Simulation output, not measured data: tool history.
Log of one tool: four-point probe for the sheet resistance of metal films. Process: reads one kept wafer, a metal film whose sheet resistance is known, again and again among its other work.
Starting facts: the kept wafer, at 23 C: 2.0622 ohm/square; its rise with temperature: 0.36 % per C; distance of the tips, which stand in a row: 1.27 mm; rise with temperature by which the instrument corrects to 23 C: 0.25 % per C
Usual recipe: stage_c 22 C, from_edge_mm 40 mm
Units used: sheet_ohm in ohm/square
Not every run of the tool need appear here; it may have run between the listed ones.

| run | day | stage_c | from_edge_mm | sheet_ohm |
|---|---|---|---|---|
| 1 | 0 | 22 | 40 | 2.054278 |
| 2 | 1.362 | 18 | 40 | 2.045098 |
| 3 | 2.8 | 18 | 40 | 2.045755 |
| 4 | 3.904 | 21 | 40 | 2.051816 |
| 5 | 5.088 | 21 | 40 | 2.051867 |
| 6 | 5.817 | 22 | 40 | 2.053903 |
| 7 | 7.412 | 22 | 40 | 2.054484 |
| 8 | 9.042 | 22 | 40 | 2.053453 |
| 9 | 10.342 | 22 | 40 | 2.053804 |
| 10 | 11.917 | 22 | 40 | 2.053604 |
| 11 | 13.7 | 22 | 40 | 2.05415 |
| 12 | 15.071 | 22 | 40 | 2.053583 |
| 13 | 16.15 | 22 | 40 | 2.053711 |
| 14 | 17.804 | 22 | 40 | 2.053322 |
| 15 | 18.938 | 22 | 40 | 2.053601 |
| 16 | 20.546 | 22 | 40 | 2.053912 |
| 17 | 22.029 | 20 | 32 | 2.049883 |
| 18 | 23.458 | 27 | 17 | 2.069432 |
| 19 | 24.75 | 26 | 45 | 2.061897 |
| 20 | 25.733 | 20 | 21 | 2.051546 |
| 21 | 27.033 | 20 | 21 | 2.052395 |
| 22 | 28.35 | 33 | 14 | 2.083895 |
| 23 | 29.938 | 33 | 14 | 2.083842 |
| 24 | 31.6 | 31 | 40 | 2.07184 |

Run 25 is up next; what results do you expect?
| 25 | 33.054 | 27 | 8 | ? |

sheet_ohm: 2.090279 ohm/square
With no hidden state in the tool, this same run would have given sheet_ohm 2.098683 ohm/square.
